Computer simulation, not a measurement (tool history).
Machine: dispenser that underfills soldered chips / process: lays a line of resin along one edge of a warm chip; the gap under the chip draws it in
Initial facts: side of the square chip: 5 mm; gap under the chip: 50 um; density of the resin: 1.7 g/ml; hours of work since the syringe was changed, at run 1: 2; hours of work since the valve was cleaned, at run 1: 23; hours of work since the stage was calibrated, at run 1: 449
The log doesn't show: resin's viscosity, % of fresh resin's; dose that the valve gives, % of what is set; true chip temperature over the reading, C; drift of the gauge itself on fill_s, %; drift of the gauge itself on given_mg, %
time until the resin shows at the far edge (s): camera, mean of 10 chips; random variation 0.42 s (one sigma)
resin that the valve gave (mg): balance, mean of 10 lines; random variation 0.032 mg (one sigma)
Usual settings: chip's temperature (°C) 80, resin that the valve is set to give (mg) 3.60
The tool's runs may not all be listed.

run	hour	chip's temperature (°C)	resin that the valve is set to give (mg)	hours of work since the syringe was changed	hours of work since the valve was cleaned	hours of work since the stage was calibrated	time until the resin shows at the far edge (s)	resin that the valve gave (mg)
1	0.0	80	3.60	2	23	449	34.7	3.51
2	10.3	80	3.60	10	31	457	49.7	3.46
# hour 11.6: new syringe of resin
3	20.7	80	3.60	7	39	465	42.9	3.53
# hour 26.3: new syringe of resin
4	31.4	80	3.60	4	47	473	37.5	3.38
# hour 40.5: new syringe of resin
5	45.7	80	3.60	4	58	484	38.2	3.38
6	52.4	80	3.60	9	63	490	47.4	3.34
# hour 54.6: new syringe of resin
# hour 63.7: dispensing valve cleaned and set on the balance
7	64.5	80	3.60	7	1	498	43.5	3.59
# hour 69.7: new syringe of resin
8	75.3	80	3.60	4	9	506	38.2	3.60
# hour 84.9: new syringe of resin
# hour 90.5: stage's temperature calibrated
9	90.7	80	3.60	4	20	0	35.5	3.55
# hour 100.4: new syringe of resin
10	100.4	80	3.60	0	27	8	30.6	3.47
11	111.4	80	3.60	9	36	16	43.8	3.48
# hour 115.1: new syringe of resin
12	126.1	80	3.60	9	47	27	44.3	3.49
# hour 129.7: new syringe of resin
13	142.6	80	3.66	10	60	40	45.8	3.43
# hour 143.8: new syringe of resin
# hour 158.8: new syringe of resin
# hour 159.8: dispensing valve cleaned and set on the balance
14	159.9	67	4.17	0	0	52	55.6	4.13
15	172.7	70	4.65	10	10	62	73.1	4.65
# hour 174.1: new syringe of resin
16	185.7	70	4.65	9	20	72	69.7	4.64
# hour 188.1: new syringe of resin
17	193.7	66	4.57	4	26	78	69.8	4.47
18	201.5	66	3.94	11	32	84	93.4	3.78
# hour 202.5: new syringe of resin
19	214.5	85	4.15	9	42	94	35.7	4.00
# hour 217.0: new syringe of resin
20	229.7	79	3.32	10	54	106	49.9	3.06
# hour 231.0: new syringe of resin
21	237.4	79	3.32	5	60	112	39.9	3.16
# hour 245.0: new syringe of resin
22	251.3	79	3.32	5	70	122	39.4	3.07
# hour 253.8: dispensing valve cleaned and set on the balance
# hour 260.4: new syringe of resin
23	264.6	70	4.61	3	8	132	55.2	4.57

Measured less the same run without the tool's hidden state. The same run-to-run variation is in both; the gauge's scatter may not be:
run	time until the resin shows at the far edge (s)	resin that the valve gave (mg)
1	+4.5	-0.09
2	+19.6	-0.12
3	+13.7	-0.14
4	+7.6	-0.18
5	+8.4	-0.22
6	+18.4	-0.24
7	+13.1	+0.00
8	+8.2	-0.03
9	+5.2	-0.07
10	+0.1	-0.09
11	+14.1	-0.12
12	+14.2	-0.16
13	+15.9	-0.21
14	+0.1	+0.01
15	+26.7	-0.05
16	+22.7	-0.09
17	+12.7	-0.11
18	+35.5	-0.12
19	+11.9	-0.17
20	+18.8	-0.18
21	+8.2	-0.20
22	+7.6	-0.23
23	+8.0	-0.05

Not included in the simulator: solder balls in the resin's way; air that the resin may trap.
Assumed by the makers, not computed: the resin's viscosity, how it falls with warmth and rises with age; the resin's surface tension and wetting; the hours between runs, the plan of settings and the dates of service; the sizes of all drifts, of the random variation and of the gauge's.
